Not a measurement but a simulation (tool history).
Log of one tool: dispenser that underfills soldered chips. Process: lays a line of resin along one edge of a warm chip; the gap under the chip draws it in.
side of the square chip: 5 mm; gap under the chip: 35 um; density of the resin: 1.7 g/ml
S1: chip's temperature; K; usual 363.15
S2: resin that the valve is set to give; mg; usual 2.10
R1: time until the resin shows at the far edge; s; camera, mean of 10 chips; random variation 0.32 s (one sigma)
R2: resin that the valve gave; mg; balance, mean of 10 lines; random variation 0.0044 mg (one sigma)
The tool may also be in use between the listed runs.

run   hour      S1    S2    R1     R2
  1    0.0  363.15  2.10  13.6  2.082
  2    5.9  363.15  2.10  18.4  2.082
       8.7  -- new syringe of resin
  3   12.7  363.15  2.25  15.4  2.217
      19.2  -- new syringe of resin
  4   20.3  363.15  2.25  13.7  2.216
  5   25.0  363.15  2.25  16.8  2.212
      29.7  -- new syringe of resin
  6   29.7  371.15  2.10   9.9  2.063
  7   37.4  371.15  2.10  14.8  2.060
      40.3  -- new syringe of resin
  8   44.8  363.15  2.10  16.2  2.050
      50.8  -- new syringe of resin
  9   52.8  363.15  2.10  14.4  2.049
 10   60.1  363.15  2.10  20.9  2.049
      61.5  -- new syringe of resin
 11   65.4  363.15  2.10  15.3  2.047
      68.1  -- dispensing valve cleaned and set on the balance
 12   71.4  363.15  2.10  19.7  2.093
      73.0  -- new syringe of resin
 13   78.8  363.15  2.10  16.5  2.085
      83.6  -- new syringe of resin
 14   86.0  352.15  2.14  20.7  2.115
 15   93.3  356.15  1.89  27.5  1.865
      94.0  -- new syringe of resin
 16   97.1  375.15  2.34  10.4  2.308
 17  102.5  375.15  2.34  13.3  2.308
     104.5  -- new syringe of resin
 18  109.1  358.15  1.89  20.2  1.859
     115.3  -- new syringe of resin
 19  116.1  349.15  1.83  22.2  1.791
 20  123.5  370.15  1.91  15.8  1.872
     126.1  -- new syringe of resin
 21  131.0  376.15  2.04  10.9  1.991
     136.6  -- new syringe of resin
 22  138.5  376.15  2.04   9.3  1.991

Forecast each of these 5 alternatives for the next run:
  A  143.1  371.15  2.10   ?   ?
  B  143.1  352.15  2.47   ?   ?
  C  143.1  355.15  2.04   ?   ?
  D  143.1  373.15  2.59   ?   ?
  E  143.1  372.15  2.35   ?   ?

run    R1     R2
  A  13.2  2.043
  B  24.7  2.403
  C  23.1  1.983
  D  12.6  2.529
  E  13.3  2.285
Without the tool's hidden state the same runs would have given:
run    R1     R2
  A   8.9  2.097
  B  16.9  2.467
  C  15.7  2.036
  D   8.7  2.595
  E   9.2  2.346

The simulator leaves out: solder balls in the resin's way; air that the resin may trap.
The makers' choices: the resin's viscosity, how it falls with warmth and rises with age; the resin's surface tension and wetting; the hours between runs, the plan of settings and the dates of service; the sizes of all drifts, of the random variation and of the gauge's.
